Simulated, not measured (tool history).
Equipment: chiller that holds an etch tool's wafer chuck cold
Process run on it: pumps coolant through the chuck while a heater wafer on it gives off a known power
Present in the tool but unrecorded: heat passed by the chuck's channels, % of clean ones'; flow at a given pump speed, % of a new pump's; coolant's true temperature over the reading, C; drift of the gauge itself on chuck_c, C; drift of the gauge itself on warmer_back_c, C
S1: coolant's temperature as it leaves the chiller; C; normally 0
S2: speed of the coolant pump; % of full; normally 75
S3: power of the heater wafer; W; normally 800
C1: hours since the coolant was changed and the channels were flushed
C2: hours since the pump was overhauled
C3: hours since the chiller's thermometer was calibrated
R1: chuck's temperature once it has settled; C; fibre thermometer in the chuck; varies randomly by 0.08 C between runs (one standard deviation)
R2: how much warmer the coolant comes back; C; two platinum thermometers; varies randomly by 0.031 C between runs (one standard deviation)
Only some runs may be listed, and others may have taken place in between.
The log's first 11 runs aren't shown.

run 12 hour=1349.8 | S1=0 S2=75 S3=800 | C1=1664 C2=1974 C3=3738 | R1=5.24 R2=2.43
run 13 hour=1514.7 | S1=0 S2=75 S3=800 | C1=1829 C2=2139 C3=3903 | R1=5.07 R2=2.47
run 14 hour=1589.8 | S1=0 S2=75 S3=1057 | C1=1904 C2=2214 C3=3978 | R1=6.81 R2=3.21
run 15 hour=1751.1 | S1=0 S2=75 S3=1057 | C1=2065 C2=2375 C3=4139 | R1=6.85 R2=3.30
run 16 hour=1845.2 | S1=0 S2=75 S3=1057 | C1=2159 C2=2469 C3=4233 | R1=6.96 R2=3.28
run 17 hour=1933.1 | S1=0 S2=81 S3=1057 | C1=2247 C2=2557 C3=4321 | R1=6.48 R2=3.05
run 18 hour=2042.9 | S1=0 S2=81 S3=1057 | C1=2357 C2=2667 C3=4431 | R1=6.49 R2=3.05
run 19 hour=2222.2 | S1=-6 S2=70 S3=800 | C1=2536 C2=2846 C3=4610 | R1=-0.50 R2=2.71
run 20 hour=2378.7 | S1=1 S2=64 S3=612 | C1=2693 C2=3003 C3=4767 | R1=5.43 R2=2.25
run 21 hour=2473.6 | S1=-2 S2=64 S3=751 | C1=2788 C2=3098 C3=4862 | R1=3.66 R2=2.72
run 22 hour=2612.2 | S1=6 S2=73 S3=641 | C1=2926 C2=3236 C3=5000 | R1=10.03 R2=2.01
run 23 hour=2761.1 | S1=-8 S2=96 S3=635 | C1=3075 C2=3385 C3=5149 | R1=-4.82 R2=1.52
run 24 hour=2916.0 | S1=-8 S2=96 S3=635 | C1=3230 C2=3540 C3=5304 | R1=-4.91 R2=1.53
run 25 hour=3022.1 | S1=-10 S2=75 S3=800 | C1=3336 C2=3646 C3=5410 | R1=-4.88 R2=2.54
run 26 hour=3187.2 | S1=-7 S2=75 S3=675 | C1=3501 C2=3811 C3=5575 | R1=-2.72 R2=2.13
run 27 hour=3325.2 | S1=-7 S2=75 S3=675 | C1=3639 C2=3949 C3=5713 | R1=-2.76 R2=2.14
-- hour=3494.5 chiller's thermometer calibrated
run 28 hour=3495.3 | S1=-2 S2=75 S3=675 | C1=3809 C2=4119 C3=1 | R1=3.02 R2=2.07
run 29 hour=3626.0 | S1=-2 S2=75 S3=675 | C1=3939 C2=4249 C3=131 | R1=2.97 R2=2.10
run 30 hour=3751.7 | S1=-2 S2=62 S3=675 | C1=4065 C2=4375 C3=257 | R1=3.71 R2=2.59
run 31 hour=3900.9 | S1=-2 S2=62 S3=675 | C1=4214 C2=4524 C3=406 | R1=3.71 R2=2.62
run 32 hour=4045.1 | S1=-2 S2=62 S3=675 | C1=4358 C2=4668 C3=551 | R1=3.84 R2=2.62
run 33 hour=4228.8 | S1=-2 S2=62 S3=675 | C1=4542 C2=4852 C3=734 | R1=3.70 R2=2.59

Forecast each of these 3 alternatives for the next run:
run A hour=4347.4 | S1=9 S2=61 S3=678 | C1=4661 C2=4971 C3=853 | R1=? R2=?
run B hour=4347.4 | S1=-7 S2=71 S3=478 | C1=4661 C2=4971 C3=853 | R1=? R2=?
run C hour=4347.4 | S1=-5 S2=88 S3=744 | C1=4661 C2=4971 C3=853 | R1=? R2=?

run=A R1=15.03 R2=2.62
run=B R1=-3.33 R2=1.64
run=C R1=-0.31 R2=2.02
Had the tool no hidden state, the same runs would have come out as:
run=A R1=14.47 R2=2.42
run=B R1=-3.65 R2=1.51
run=C R1=-0.75 R2=1.87

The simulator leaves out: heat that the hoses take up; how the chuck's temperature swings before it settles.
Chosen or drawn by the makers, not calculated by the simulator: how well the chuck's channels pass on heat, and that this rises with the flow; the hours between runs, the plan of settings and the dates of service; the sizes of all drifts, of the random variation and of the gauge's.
